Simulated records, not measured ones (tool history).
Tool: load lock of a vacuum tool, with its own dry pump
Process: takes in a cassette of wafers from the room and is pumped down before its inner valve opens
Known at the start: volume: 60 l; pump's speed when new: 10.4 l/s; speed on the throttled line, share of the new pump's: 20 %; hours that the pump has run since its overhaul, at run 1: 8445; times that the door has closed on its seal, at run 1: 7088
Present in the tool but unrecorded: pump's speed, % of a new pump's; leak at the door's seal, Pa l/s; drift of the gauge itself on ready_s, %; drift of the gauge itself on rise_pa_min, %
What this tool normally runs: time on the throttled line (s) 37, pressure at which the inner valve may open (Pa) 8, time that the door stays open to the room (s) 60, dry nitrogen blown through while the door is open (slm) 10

run    hour  time on the throttled line (s)  pressure at which the inner valve may open (Pa)  time that the door stays open to the room (s)  dry nitrogen blown through while the door is open (slm)  hours that the pump has run since its overhaul  times that the door has closed on its seal  incoming humidity of the room's air, %  time from the closed door until the inner valve may open (s)  rise of the pressure with all valves shut (Pa/min)
  1     0.0                              37                                                8                                             60                                                       10                                            8445                                        7088                                    44.6                                                          89.3                                               0.073
  2   222.0                              37                                                8                                             60                                                       10                                            8667                                        8163                                    44.9                                                          88.8                                               0.077
  3   335.6                              37                                                8                                             60                                                       10                                            8780                                        8713                                    46.6                                                          89.9                                               0.087
  4   565.8                              37                                                8                                             60                                                       10                                            9011                                        9827                                    44.5                                                          88.7                                               0.087
  5   773.7                              37                                                8                                             60                                                       10                                            9219                                       10833                                    47.7                                                          89.2                                               0.097
  6  1004.7                              37                                                8                                             60                                                       10                                            9450                                       11952                                    47.0                                                          89.4                                               0.100
  7  1205.8                              37                                                8                                             60                                                       10                                            9651                                       12925                                    46.4                                                          89.5                                               0.104
  8  1430.9                              37                                                8                                             60                                                        5                                            9876                                       14015                                    46.5                                                          90.2                                               0.114
  9  1539.9                              37                                                8                                             60                                                        5                                            9985                                       14542                                    43.7                                                          90.1                                               0.118
 10  1690.6                              37                                                8                                             60                                                       10                                           10135                                       15272                                    46.6                                                          90.3                                               0.119
 11  1931.5                              37                                                8                                             60                                                       10                                           10376                                       16438                                    46.7                                                          90.7                                               0.124
 12  2073.7                              37                                                8                                             60                                                       10                                           10519                                       17126                                    45.3                                                          90.5                                               0.126
 13  2211.4                              37                                                8                                             60                                                       10                                           10656                                       17793                                    45.2                                                          89.4                                               0.130
 14  2451.1                              37                                                8                                            111                                                       10                                           10896                                       18953                                    44.9                                                          89.4                                               0.149
 15  2561.3                              37                                                8                                             60                                                       10                                           11006                                       19486                                    43.3                                                          90.4                                               0.134
 16  2664.7                              37                                                8                                             60                                                       10                                           11110                                       19987                                    48.2                                                          90.4                                               0.141
 17  2766.9                              37                                               14                                             60                                                       10                                           11212                                       20481                                    47.2                                                          87.3                                               0.147
 18  2977.7                              37                                                8                                             60                                                       10                                           11423                                       21502                                    47.0                                                          90.2                                               0.149
 19  3124.3                              37                                                8                                             60                                                       10                                           11569                                       22212                                    44.3                                                          90.7                                               0.155
 20  3362.5                              44                                                9                                             60                                                       10                                           11807                                       23364                                    43.4                                                          97.0                                               0.161
 21  3613.5                              51                                               13                                             60                                                       10                                           12058                                       24579                                    46.6                                                          98.3                                               0.180
 22  3832.5                              51                                                8                                             60                                                        9                                           12277                                       25640                                    47.5                                                         101.9                                               0.187
 23  4007.3                              29                                                9                                             60                                                       23                                           12452                                       26485                                    46.9                                                          84.0                                               0.174
 24  4259.3                              37                                                7                                            143                                                       10                                           12704                                       27705                                    45.3                                                          91.8                                               0.220
 25  4461.4                              37                                               14                                             60                                                       24                                           12906                                       28684                                    44.1                                                          87.6                                               0.190
 26  4607.5                              50                                               14                                             58                                                       24                                           13052                                       29391                                    45.7                                                          97.7                                               0.192
 27  4809.2                              50                                               14                                             58                                                       24                                           13254                                       30367                                    44.2                                                          97.3                                               0.203
 28  5013.0                              50                                               14                                             58                                                       24                                           13458                                       31354                                    48.1                                                          98.2                                               0.210
 29  5134.0                              24                                               14                                             90                                                       13                                           13579                                       31939                                    44.2                                                          77.2                                               0.235
 30  5259.2                              24                                               14                                             90                                                       13                                           13704                                       32545                                    43.9                                                          77.1                                               0.249
 31  5442.1                              21                                                9                                             94                                                       11                                           13887                                       33431                                    44.0                                                          78.3                                               0.250
 32  5622.5                              21                                                9                                            189                                                       29                                           14067                                       34304                                    44.6                                                          79.2                                               0.252
 33  5801.1                              21                                                9                                            189                                                       29                                           14246                                       35168                                    48.2                                                          78.4                                               0.260
 34  6004.1                              37                                                8                                             60                                                        5                                           14449                                       36151                                    43.0                                                          91.2                                               0.269
 35  6195.6                              37                                                8                                             44                                                        7                                           14641                                       37078                                    45.6                                                          92.3                                               0.281
 36  6391.5                              37                                               14                                             45                                                       10                                           14836                                       38026                                    47.6                                                          88.6                                               0.280

Forecast each of these 5 alternatives for the next run:
  A  6627.7                              54                                               14                                             45                                                       10                                           15073                                       39170                                    45.4                                                             ?                                                   ?
  B  6627.7                              48                                               12                                             60                                                       10                                           15073                                       39170                                    42.8                                                             ?                                                   ?
  C  6627.7                              19                                                8                                             60                                                       10                                           15073                                       39170                                    48.2                                                             ?                                                   ?
  D  6627.7                              49                                               14                                             60                                                       29                                           15073                                       39170                                    49.1                                                             ?                                                   ?
  E  6627.7                              37                                               12                                             45                                                       10                                           15073                                       39170                                    44.1                                                             ?                                                   ?

run  time from the closed door until the inner valve may open (s)  rise of the pressure with all valves shut (Pa/min)
  A                                                         100.9                                               0.296
  B                                                          98.8                                               0.293
  C                                                          77.5                                               0.296
  D                                                          97.5                                               0.286
  E                                                          89.4                                               0.290
Stripped of hidden state, with their random variation kept, the same runs would have yielded:
run  time from the closed door until the inner valve may open (s)  rise of the pressure with all valves shut (Pa/min)
  A                                                          94.3                                               0.048
  B                                                          91.8                                               0.049
  C                                                          69.3                                               0.054
  D                                                          90.7                                               0.039
  E                                                          82.0                                               0.044
